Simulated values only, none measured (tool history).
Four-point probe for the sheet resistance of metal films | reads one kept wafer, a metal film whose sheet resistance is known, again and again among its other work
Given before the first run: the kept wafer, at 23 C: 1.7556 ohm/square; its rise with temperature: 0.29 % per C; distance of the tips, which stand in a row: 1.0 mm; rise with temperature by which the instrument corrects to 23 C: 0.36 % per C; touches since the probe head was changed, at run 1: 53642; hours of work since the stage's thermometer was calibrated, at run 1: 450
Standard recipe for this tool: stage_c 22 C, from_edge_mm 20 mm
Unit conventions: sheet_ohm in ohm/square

run    hour  stage_c  from_edge_mm  touches since the probe head was changed  hours of work since the stage's thermometer was calibrated  sheet_ohm
  1       0       22            20                                     53642                                                         450   1.779904
  2    40.4       22            20                                     56426                                                         481    1.78126
  3    76.3       22            23                                     58894                                                         508   1.781563
  4   108.8       22            23                                     61133                                                         533   1.782571
  5     140       22            23                                     63287                                                         557   1.783704
  6   170.2       22            20                                     65362                                                         581   1.784203
      184.8  -- new probe head fitted
  7     201       22            20                                      1121                                                         604   1.757356
  8   231.2       22            35                                      3198                                                         627   1.756283
  9   271.1       22            35                                      5944                                                         657   1.757876
 10   310.7       22            35                                      8672                                                         688   1.758993
 11   334.1       22            20                                     10284                                                         706   1.760262
 12   380.7       22            20                                     13496                                                         742     1.7625
 13   424.4       22            20                                     16508                                                         775   1.763892
 14   445.5       22            20                                     17957                                                         792   1.764009
 15   471.3       22            20                                     19735                                                         811    1.76483
 16   505.2       22             6                                     22068                                                         838   1.789514
 17   547.4       22             6                                     24978                                                         870    1.79041
 18   594.9       22            26                                     28247                                                         907   1.767257
 19   633.5       22            20                                     30908                                                         936   1.769216
 20   682.5       22            20                                     34285                                                         974   1.770674
 21   712.4       22            20                                     36341                                                         997   1.771035
 22   740.8       22            20                                     38296                                                        1019   1.772145
 23   774.3       22            20                                     40603                                                        1045   1.773247
 24   821.1       33             6                                     43828                                                        1081   1.785861
 25     852       33             6                                     45955                                                        1104   1.786581
 26   876.8       19            13                                     47663                                                        1123   1.782535
 27   903.5       19            13                                     49502                                                        1144   1.782641
 28   926.9       24            58                                     51113                                                        1162   1.772691
 29     957       25            43                                     53185                                                        1185   1.771913
 30  1005.6       21             8                                     56535                                                        1223   1.792089
 31  1040.3       20             8                                     58923                                                        1249   1.794298
 32  1073.2       27            18                                     61192                                                        1275   1.776054
 33  1095.8       30            12                                     62747                                                        1292   1.777183
 34  1138.7       26             5                                     65706                                                        1325   1.814008
     1146.5  -- new probe head fitted
 35    1169       30            69                                      1545                                                        1347   1.752156
 36  1209.3       34            43                                      4320                                                        1378   1.749728
 37  1245.8       26             6                                      6838                                                        1407   1.784999
 38  1290.5       26             6                                      9919                                                        1441   1.785885
 39  1336.5       28            20                                     13085                                                        1476    1.76089
 40    1365       22             9                                     15045                                                        1498     1.7777
 41  1397.7       20             3                                     17300                                                        1523   1.868866
 42  1434.8       27             3                                     19852                                                        1552   1.861964
 43  1457.3       27             3                                     21405                                                        1569   1.862188
 44  1494.9       27             3                                     23996                                                        1598   1.863572
 45  1527.3       30            13                                     26224                                                        1623   1.767364
 46    1575       22            54                                     29515                                                        1660    1.77252

Alternative continuations, all from the tool just after run 46; predict every row:
  A  1618.1       24            20                                     32480                                                        1693          ?
  B  1618.1       20            54                                     32480                                                        1693          ?
  C  1618.1       21            45                                     32480                                                        1693          ?

run  sheet_ohm
  A   1.773373
  B   1.775734
  C   1.774258
The same runs, with their run-to-run variation unchanged, on a tool lacking any hidden condition would have given:
run  sheet_ohm
  A   1.756987
  B   1.759287
  C   1.757834

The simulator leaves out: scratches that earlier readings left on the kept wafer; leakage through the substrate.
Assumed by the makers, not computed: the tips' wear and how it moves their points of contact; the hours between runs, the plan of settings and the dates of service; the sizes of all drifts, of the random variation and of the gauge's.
